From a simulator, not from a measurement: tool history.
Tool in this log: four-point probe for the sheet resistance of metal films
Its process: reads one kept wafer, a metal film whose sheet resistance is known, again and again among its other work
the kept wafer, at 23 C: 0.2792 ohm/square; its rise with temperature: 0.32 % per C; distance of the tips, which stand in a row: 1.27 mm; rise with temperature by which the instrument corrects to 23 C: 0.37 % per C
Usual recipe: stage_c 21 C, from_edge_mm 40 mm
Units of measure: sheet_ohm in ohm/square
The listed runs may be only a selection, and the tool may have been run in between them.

{"run": 1, "day": 0.0, "stage_c": 21, "from_edge_mm": 40, "sheet_ohm": 0.278282}
{"run": 2, "day": 1.138, "stage_c": 28, "from_edge_mm": 40, "sheet_ohm": 0.277285}
{"run": 3, "day": 2.404, "stage_c": 21, "from_edge_mm": 40, "sheet_ohm": 0.278273}
{"run": 4, "day": 3.808, "stage_c": 21, "from_edge_mm": 40, "sheet_ohm": 0.278278}
{"run": 5, "day": 5.112, "stage_c": 21, "from_edge_mm": 40, "sheet_ohm": 0.278147}
{"run": 6, "day": 6.338, "stage_c": 21, "from_edge_mm": 40, "sheet_ohm": 0.278303}
{"run": 7, "day": 7.329, "stage_c": 21, "from_edge_mm": 40, "sheet_ohm": 0.278144}
{"run": 8, "day": 8.8, "stage_c": 21, "from_edge_mm": 40, "sheet_ohm": 0.278229}
{"run": 9, "day": 9.808, "stage_c": 21, "from_edge_mm": 40, "sheet_ohm": 0.278067}
{"run": 10, "day": 11.2, "stage_c": 21, "from_edge_mm": 15, "sheet_ohm": 0.278959}
{"run": 11, "day": 12.771, "stage_c": 21, "from_edge_mm": 40, "sheet_ohm": 0.278128}
{"run": 12, "day": 13.575, "stage_c": 21, "from_edge_mm": 40, "sheet_ohm": 0.278174}
{"run": 13, "day": 14.75, "stage_c": 21, "from_edge_mm": 7, "sheet_ohm": 0.282809}
{"run": 14, "day": 16.379, "stage_c": 21, "from_edge_mm": 7, "sheet_ohm": 0.282767}
{"run": 15, "day": 17.521, "stage_c": 21, "from_edge_mm": 40, "sheet_ohm": 0.277992}
{"run": 16, "day": 18.425, "stage_c": 28, "from_edge_mm": 40, "sheet_ohm": 0.277148}
{"run": 17, "day": 19.825, "stage_c": 28, "from_edge_mm": 40, "sheet_ohm": 0.277063}
{"run": 18, "day": 21.454, "stage_c": 28, "from_edge_mm": 40, "sheet_ohm": 0.277078}
{"run": 19, "day": 22.762, "stage_c": 28, "from_edge_mm": 40, "sheet_ohm": 0.277039}
{"run": 20, "day": 24.167, "stage_c": 28, "from_edge_mm": 28, "sheet_ohm": 0.277175}
{"run": 21, "day": 25.538, "stage_c": 28, "from_edge_mm": 28, "sheet_ohm": 0.277057}
{"run": 22, "day": 27.017, "stage_c": 32, "from_edge_mm": 7, "sheet_ohm": 0.281069}
{"run": 23, "day": 28.504, "stage_c": 28, "from_edge_mm": 49, "sheet_ohm": 0.276927}
{"run": 24, "day": 29.408, "stage_c": 28, "from_edge_mm": 49, "sheet_ohm": 0.27689}
{"run": 25, "day": 30.988, "stage_c": 22, "from_edge_mm": 4, "sheet_ohm": 0.291917}
{"run": 26, "day": 32.296, "stage_c": 25, "from_edge_mm": 33, "sheet_ohm": 0.277369}
{"run": 27, "day": 33.0, "stage_c": 20, "from_edge_mm": 6, "sheet_ohm": 0.284364}
{"run": 28, "day": 33.996, "stage_c": 20, "from_edge_mm": 6, "sheet_ohm": 0.284374}
{"run": 29, "day": 34.712, "stage_c": 28, "from_edge_mm": 32, "sheet_ohm": 0.277028}
{"day": 35.038, "done": "stage's thermometer calibrated"}
{"run": 30, "day": 35.717, "stage_c": 30, "from_edge_mm": 3, "sheet_ohm": 0.301072}
{"run": 31, "day": 37.062, "stage_c": 20, "from_edge_mm": 32, "sheet_ohm": 0.27861}
{"run": 32, "day": 38.083, "stage_c": 22, "from_edge_mm": 7, "sheet_ohm": 0.282962}
{"run": 33, "day": 39.012, "stage_c": 22, "from_edge_mm": 40, "sheet_ohm": 0.278264}
{"run": 34, "day": 40.167, "stage_c": 26, "from_edge_mm": 38, "sheet_ohm": 0.277688}
{"run": 35, "day": 41.412, "stage_c": 30, "from_edge_mm": 46, "sheet_ohm": 0.276977}
{"run": 36, "day": 42.838, "stage_c": 19, "from_edge_mm": 18, "sheet_ohm": 0.27919}
{"run": 37, "day": 43.742, "stage_c": 19, "from_edge_mm": 18, "sheet_ohm": 0.279075}
{"run": 38, "day": 45.046, "stage_c": 24, "from_edge_mm": 40, "sheet_ohm": 0.277887}
{"run": 39, "day": 46.233, "stage_c": 25, "from_edge_mm": 40, "sheet_ohm": 0.277792}
{"run": 40, "day": 47.2, "stage_c": 25, "from_edge_mm": 40, "sheet_ohm": 0.277709}

Per-run results on a tool with no hidden state, each run keeping its own random variation:
What the log doesn't record here: inner tips' distance over the nominal, %; tips' flats over new ones', %; wafer's true temperature over the reading, C; drift of the gauge itself on sheet_ohm, %.
run=1 sheet_ohm=0.279647
run=2 sheet_ohm=0.278649
run=3 sheet_ohm=0.279667
run=4 sheet_ohm=0.27969
run=5 sheet_ohm=0.279574
run=6 sheet_ohm=0.279746
run=7 sheet_ohm=0.279599
run=8 sheet_ohm=0.279702
run=9 sheet_ohm=0.279551
run=10 sheet_ohm=0.280465
run=11 sheet_ohm=0.279647
run=12 sheet_ohm=0.279704
run=13 sheet_ohm=0.284376
run=14 sheet_ohm=0.284354
run=15 sheet_ohm=0.279568
run=16 sheet_ohm=0.278718
run=17 sheet_ohm=0.27865
run=18 sheet_ohm=0.278684
run=19 sheet_ohm=0.278662
run=20 sheet_ohm=0.278815
run=21 sheet_ohm=0.278713
run=22 sheet_ohm=0.282759
run=23 sheet_ohm=0.278619
run=24 sheet_ohm=0.278593
run=25 sheet_ohm=0.29374
run=26 sheet_ohm=0.279115
run=27 sheet_ohm=0.286172
run=28 sheet_ohm=0.286196
run=29 sheet_ohm=0.278796
run=30 sheet_ohm=0.302369
run=31 sheet_ohm=0.279837
run=32 sheet_ohm=0.28422
run=33 sheet_ohm=0.279514
run=34 sheet_ohm=0.278948
run=35 sheet_ohm=0.278248
run=36 sheet_ohm=0.280494
run=37 sheet_ohm=0.280388
run=38 sheet_ohm=0.279208
run=39 sheet_ohm=0.279127
run=40 sheet_ohm=0.279054
